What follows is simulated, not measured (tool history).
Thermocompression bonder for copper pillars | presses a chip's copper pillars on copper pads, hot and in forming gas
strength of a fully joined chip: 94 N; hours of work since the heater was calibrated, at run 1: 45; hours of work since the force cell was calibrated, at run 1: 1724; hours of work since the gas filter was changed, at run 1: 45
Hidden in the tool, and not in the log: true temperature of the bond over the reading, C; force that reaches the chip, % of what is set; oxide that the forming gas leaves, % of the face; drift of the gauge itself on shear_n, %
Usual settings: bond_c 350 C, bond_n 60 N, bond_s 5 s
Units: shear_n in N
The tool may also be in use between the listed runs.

| run | hour | bond_c | bond_n | bond_s | hours of work since the heater was calibrated | hours of work since the force cell was calibrated | hours of work since the gas filter was changed | shear_n |
|---|---|---|---|---|---|---|---|---|
| 1 | 0.0 | 350 | 60 | 5 | 45 | 1724 | 45 | 68.4 |
| 2 | 50.0 | 350 | 60 | 5 | 83 | 1762 | 83 | 65.7 |
| 3 | 81.6 | 350 | 60 | 6 | 106 | 1786 | 106 | 67.6 |
| 4 | 123.9 | 378 | 60 | 5 | 138 | 1817 | 138 | 74.9 |
| 5 | 178.1 | 378 | 60 | 5 | 179 | 1858 | 179 | 74.2 |
| 6 | 218.3 | 350 | 60 | 5 | 209 | 1888 | 209 | 65.5 |
| 7 | 268.1 | 350 | 60 | 5 | 246 | 1925 | 246 | 63.2 |
| 8 | 327.6 | 350 | 60 | 5 | 291 | 1970 | 291 | 61.3 |
|  | 347.4 | forming gas filter changed |
| 9 | 360.1 | 350 | 60 | 5 | 314 | 1994 | 10 | 68.6 |
|  | 380.1 | force cell calibrated |
| 10 | 410.0 | 350 | 50 | 5 | 351 | 22 | 46 | 62.3 |
| 11 | 443.8 | 337 | 50 | 5 | 376 | 48 | 71 | 56.1 |
| 12 | 480.2 | 337 | 50 | 5 | 403 | 75 | 98 | 56.8 |
| 13 | 521.3 | 337 | 50 | 5 | 434 | 106 | 129 | 57.1 |
| 14 | 567.5 | 337 | 50 | 5 | 469 | 140 | 164 | 56.9 |
| 15 | 628.9 | 350 | 60 | 5 | 515 | 186 | 210 | 63.0 |
| 16 | 685.0 | 350 | 60 | 5 | 557 | 228 | 252 | 62.2 |
| 17 | 715.9 | 350 | 60 | 3 | 580 | 252 | 275 | 54.7 |
|  | 723.1 | heater calibrated with a thermocouple chip |
|  | 757.9 | forming gas filter changed |
| 18 | 757.9 | 350 | 60 | 3 | 26 | 281 | 0 | 60.1 |
| 19 | 804.3 | 350 | 60 | 3 | 60 | 316 | 35 | 59.9 |
|  | 834.5 | heater calibrated with a thermocouple chip, once more |
| 20 | 847.5 | 350 | 60 | 3 | 10 | 347 | 66 | 56.4 |
| 21 | 886.1 | 353 | 60 | 5 | 39 | 376 | 95 | 66.1 |
| 22 | 939.3 | 335 | 46 | 5 | 79 | 415 | 134 | 53.5 |
| 23 | 1000.0 | 321 | 46 | 7 | 124 | 461 | 180 | 52.9 |
| 24 | 1062.9 | 321 | 46 | 7 | 171 | 508 | 227 | 51.7 |
| 25 | 1102.0 | 350 | 51 | 5 | 200 | 537 | 256 | 59.6 |
| 26 | 1131.9 | 350 | 51 | 5 | 223 | 560 | 279 | 59.6 |
| 27 | 1162.6 | 350 | 51 | 5 | 246 | 583 | 302 | 58.4 |
|  | 1167.8 | forming gas filter changed |
| 28 | 1227.8 | 350 | 71 | 14 | 294 | 631 | 45 | 83.7 |
| 29 | 1290.2 | 330 | 55 | 14 | 341 | 678 | 92 | 73.1 |
| 30 | 1354.5 | 349 | 60 | 3 | 389 | 726 | 140 | 56.4 |
| 31 | 1418.7 | 349 | 42 | 14 | 437 | 774 | 188 | 72.0 |
| 32 | 1466.4 | 349 | 42 | 14 | 473 | 810 | 224 | 71.5 |
| 33 | 1511.1 | 350 | 81 | 3 | 506 | 843 | 257 | 62.2 |
| 34 | 1546.6 | 361 | 55 | 11 | 533 | 870 | 284 | 75.9 |
|  | 1577.2 | forming gas filter changed |
| 35 | 1582.1 | 323 | 61 | 5 | 559 | 896 | 4 | 57.9 |
| 36 | 1611.5 | 353 | 61 | 8 | 581 | 918 | 26 | 76.8 |
| 37 | 1659.8 | 353 | 61 | 8 | 617 | 954 | 62 | 75.2 |
| 38 | 1716.4 | 367 | 37 | 6 | 660 | 997 | 104 | 65.9 |

4 ways to go on from here, each from the tool as it stands after run 38. What would each give?
| A | 1758.5 | 333 | 85 | 6 | 691 | 1028 | 136 | ? |
| B | 1758.5 | 341 | 37 | 5 | 691 | 1028 | 136 | ? |
| C | 1758.5 | 350 | 53 | 5 | 691 | 1028 | 136 | ? |
| D | 1758.5 | 367 | 37 | 5 | 691 | 1028 | 136 | ? |

| run | shear_n |
|---|---|
| A | 70.1 |
| B | 52.9 |
| C | 63.8 |
| D | 62.5 |
Without the tool's hidden state the same runs would have given:
| run | shear_n |
|---|---|
| A | 71.3 |
| B | 53.2 |
| C | 64.6 |
| D | 63.3 |
